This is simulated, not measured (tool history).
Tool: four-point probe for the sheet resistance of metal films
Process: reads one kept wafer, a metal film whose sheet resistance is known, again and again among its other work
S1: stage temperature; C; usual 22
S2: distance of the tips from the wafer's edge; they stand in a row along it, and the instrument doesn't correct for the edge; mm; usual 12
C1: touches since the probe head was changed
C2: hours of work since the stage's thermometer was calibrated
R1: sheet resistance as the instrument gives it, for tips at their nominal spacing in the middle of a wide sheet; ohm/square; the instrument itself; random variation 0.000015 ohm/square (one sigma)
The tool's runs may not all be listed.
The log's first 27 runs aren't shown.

run,hour,S1,S2,C1,C2,R1
28,2368.0,27,7,92041,1060,0.074756
29,2419.2,29,3,93881,1100,0.079955
30,2501.3,22,36,96830,1163,0.073461
31,2612.8,20,24,100835,1248,0.073512
32,2704.7,20,24,104133,1319,0.073555
33,2764.5,30,58,106280,1365,0.073646
34,2871.2,32,37,110113,1447,0.073722
35,2979.3,26,61,113995,1530,0.073647
36,3062.6,22,4,116987,1594,0.077321
37,3169.0,20,6,120807,1676,0.075243
38,3226.7,20,6,122879,1720,0.075276
39,3336.2,18,29,126811,1804,0.073644
40,3418.9,32,8,129783,1867,0.074805
41,3476.0,22,4,131831,1911,0.077409
42,3537.0,22,4,134025,1958,0.077429
43,3633.0,31,21,137470,2032,0.074008
44,3695.3,31,21,139708,2080,0.074019
45,3790.5,27,6,143125,2153,0.075546

3 ways to go on from here, each from the tool as it stands after run 45. What would each give?
A,3894.6,18,23,146865,2233,?
B,3894.6,22,20,146865,2233,?
C,3894.6,20,3,146865,2233,?

run,R1
A,0.073806
B,0.073905
C,0.080129
Without the tool's hidden state the same runs would have given:
run,R1
A,0.072534
B,0.072630
C,0.078758
